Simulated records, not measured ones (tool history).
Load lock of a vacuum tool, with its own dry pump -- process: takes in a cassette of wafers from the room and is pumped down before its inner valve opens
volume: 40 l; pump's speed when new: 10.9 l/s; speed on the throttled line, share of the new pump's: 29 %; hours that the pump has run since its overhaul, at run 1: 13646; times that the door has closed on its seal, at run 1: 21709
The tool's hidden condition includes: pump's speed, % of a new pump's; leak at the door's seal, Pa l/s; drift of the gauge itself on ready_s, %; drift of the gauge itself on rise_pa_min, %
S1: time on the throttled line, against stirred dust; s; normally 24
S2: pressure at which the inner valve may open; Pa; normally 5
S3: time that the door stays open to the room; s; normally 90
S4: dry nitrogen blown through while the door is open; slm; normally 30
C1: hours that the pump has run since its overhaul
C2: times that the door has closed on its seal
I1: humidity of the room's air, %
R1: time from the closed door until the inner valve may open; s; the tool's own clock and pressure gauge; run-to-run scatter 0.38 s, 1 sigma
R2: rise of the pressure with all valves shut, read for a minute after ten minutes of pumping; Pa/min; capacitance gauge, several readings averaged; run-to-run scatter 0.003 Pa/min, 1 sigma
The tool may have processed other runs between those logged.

run    hour  S1  S2   S3  S4     C1     C2    I1    R1     R2
  1       0  24   5   90  30  13646  21709  47.7  57.9  0.136
  2   362.4  24   5   90  30  14009  23007  47.3  57.6  0.156
  3     568  24   5   90  30  14214  23743  46.7  58.3  0.164
  4   816.6  24   5   90  30  14463  24634  44.2  57.8  0.159
  5   971.8  24   5   90  30  14618  25190  43.7  57.6  0.175
  6    1144  24   5   90  30  14790  25806  43.9  59.1  0.173
  7  1398.9  24   5   90  30  15045  26720  41.9  58.7   0.19
  8  1674.9  24   5   90  25  15321  27708    46  59.1  0.201
     1808.5  -- door's seal changed, seat wiped
  9  1878.3  24  10   28  30  15523    251  41.7  54.8  0.011
 10    2062  27   5   90  41  15707    908  48.4  61.2  0.016
 11  2216.8  27   6  102  23  15861   1463  47.8  59.7  0.032
 12  2396.8  27   6  102  23  16041   2108  45.2  59.9  0.033
 13  2573.5  16   5   90  30  16218   2741  41.6  54.2  0.025
 14  2833.6  16   5   90  30  16478   3672  45.1  54.1  0.029
 15  3072.2  21   4  117  24  16717   4527  43.6  57.6  0.036

Across each entry between runs, compare the hidden state at the last listed run before it with the hidden state at the first listed run after it:
Logged between run 8 and run 9: door's seal changed, seat wiped (hour 1808.5)
  pump's speed, % of a new pump's: 87.4 -> 87.2; leak at the door's seal, Pa l/s: 0.1207 -> 0.0034
  what was measured, less what the result would be without the hidden state, R1: +4.5 -> +4.1 s; R2: +0.181 -> +0.002 Pa/min

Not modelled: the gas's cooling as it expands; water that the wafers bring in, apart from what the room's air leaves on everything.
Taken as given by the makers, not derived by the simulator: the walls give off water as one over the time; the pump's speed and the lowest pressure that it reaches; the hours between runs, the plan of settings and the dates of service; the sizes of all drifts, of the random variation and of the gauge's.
